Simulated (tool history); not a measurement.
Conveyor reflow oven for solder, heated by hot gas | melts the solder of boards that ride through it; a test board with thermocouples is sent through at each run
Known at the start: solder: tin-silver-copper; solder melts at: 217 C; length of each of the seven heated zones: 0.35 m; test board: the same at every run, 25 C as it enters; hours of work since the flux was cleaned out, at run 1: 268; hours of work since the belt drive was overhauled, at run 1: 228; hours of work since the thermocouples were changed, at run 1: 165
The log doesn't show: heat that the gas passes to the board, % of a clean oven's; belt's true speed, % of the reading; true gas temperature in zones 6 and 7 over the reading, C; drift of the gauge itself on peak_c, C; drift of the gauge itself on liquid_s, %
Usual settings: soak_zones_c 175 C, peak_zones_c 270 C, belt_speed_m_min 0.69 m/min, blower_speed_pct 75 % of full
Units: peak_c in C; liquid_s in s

run,hour,soak_zones_c,peak_zones_c,belt_speed_m_min,blower_speed_pct,hours of work since the flux was cleaned out,hours of work since the belt drive was overhauled,hours of work since the thermocouples were changed,peak_c,liquid_s
1,0,175,270,0.69,75,268,228,165,252.7,46.2
2,10.5,175,270,0.69,75,274,234,170,252.9,46.07
3,24.7,175,270,0.69,75,281,241,178,252.9,46.09
4,34,175,270,0.69,75,285,245,182,252.7,46.21
5,48,175,270,0.69,75,292,252,189,253.1,46.05
6,61.1,175,270,0.69,58,299,259,196,249.3,43.45
7,76.4,175,270,0.69,60,307,267,203,250.1,43.79
8,90.7,175,270,0.69,75,314,274,211,252.5,45.86
9,98.8,175,270,0.69,75,318,278,215,252.4,45.99
10,108.5,175,270,0.615,54,323,283,220,252.4,51.5
11,122.8,175,270,0.615,54,330,290,227,252.3,51.57
12,131.9,175,270,0.615,54,334,294,231,252.3,51.37
13,145.2,175,270,0.615,54,341,301,238,252.1,51.5
14,154.4,175,261,0.8,84,346,306,243,240.9,32.11
15,164,175,261,0.8,84,350,310,247,240.9,32.05
16,177,175,270,0.69,72,357,317,254,251.7,45.42
17,183.9,175,270,0.634,62,360,320,257,253,50.33

The same runs without the tool's hidden state, with the same run-to-run variation:
run,peak_c,liquid_s
1,255.1,47.63
2,255.3,47.52
3,255.4,47.57
4,255.2,47.72
5,255.6,47.6
6,251.8,45.15
7,252.7,45.52
8,255.2,47.5
9,255.1,47.66
10,254.8,53.08
11,254.7,53.18
12,254.8,53.01
13,254.7,53.17
14,244.1,34.76
15,244.2,34.73
16,254.8,47.31
17,255.8,52.11

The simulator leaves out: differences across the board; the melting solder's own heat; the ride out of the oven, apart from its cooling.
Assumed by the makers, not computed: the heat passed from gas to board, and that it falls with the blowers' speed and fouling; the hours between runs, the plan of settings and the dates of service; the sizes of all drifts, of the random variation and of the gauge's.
